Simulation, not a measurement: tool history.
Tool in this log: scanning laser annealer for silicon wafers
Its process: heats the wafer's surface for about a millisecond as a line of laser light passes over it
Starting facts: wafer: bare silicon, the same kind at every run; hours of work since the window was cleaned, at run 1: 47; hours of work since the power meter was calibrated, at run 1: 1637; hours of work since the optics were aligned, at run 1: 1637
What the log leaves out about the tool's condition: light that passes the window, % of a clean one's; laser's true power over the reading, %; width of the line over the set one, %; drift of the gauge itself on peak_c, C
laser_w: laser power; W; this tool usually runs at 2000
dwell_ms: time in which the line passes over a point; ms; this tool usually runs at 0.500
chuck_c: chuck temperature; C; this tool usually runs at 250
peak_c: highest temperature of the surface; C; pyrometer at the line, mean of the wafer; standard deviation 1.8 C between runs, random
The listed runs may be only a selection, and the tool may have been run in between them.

run,day,laser_w,dwell_ms,chuck_c,hours of work since the window was cleaned,hours of work since the power meter was calibrated,hours of work since the optics were aligned,peak_c
1,0.000,2000,0.500,250,47,1637,1637,966
2,3.058,2086,0.500,250,92,1682,1682,994
3,4.729,2086,0.500,250,117,1707,1707,996
4,7.133,2000,0.500,250,153,1743,1743,964
5,8.608,2000,0.500,250,175,1765,1765,964
6,11.412,2019,0.500,250,217,1807,1807,967
7,13.629,2000,0.474,250,250,1840,1840,942
8,15.758,2000,0.474,250,282,1872,1872,941
9,18.029,2000,0.474,250,316,1906,1906,938
# day 20.421: optics aligned, line set to its width
10,21.229,2000,0.474,250,360,1950,12,933
11,23.508,2000,0.474,236,394,1984,46,920
12,26.158,2000,0.474,236,434,2024,86,915
13,27.554,2000,0.474,236,454,2044,106,915
14,30.242,2000,0.474,236,495,2084,146,916
15,32.921,2000,0.474,236,534,2124,186,915
16,35.621,1754,0.474,236,575,2165,227,827
17,38.021,2000,0.500,250,610,2200,262,945
# day 38.754: optics aligned, line set to its width, once more
18,40.208,2000,0.500,250,640,2230,22,953
19,43.546,2000,0.500,250,690,2280,71,951
# day 45.104: window over the wafer cleaned
20,46.238,2000,0.500,250,17,2319,110,977
21,47.792,1721,0.500,241,40,2342,133,860

What will run 22 give?
22,49.604,1736,0.421,283,67,2369,160,?

Run 22 gave peak_c 852 C.
If the tool had no hidden condition, the same run with the same run-to-run variation would have returned peak_c 849 C.
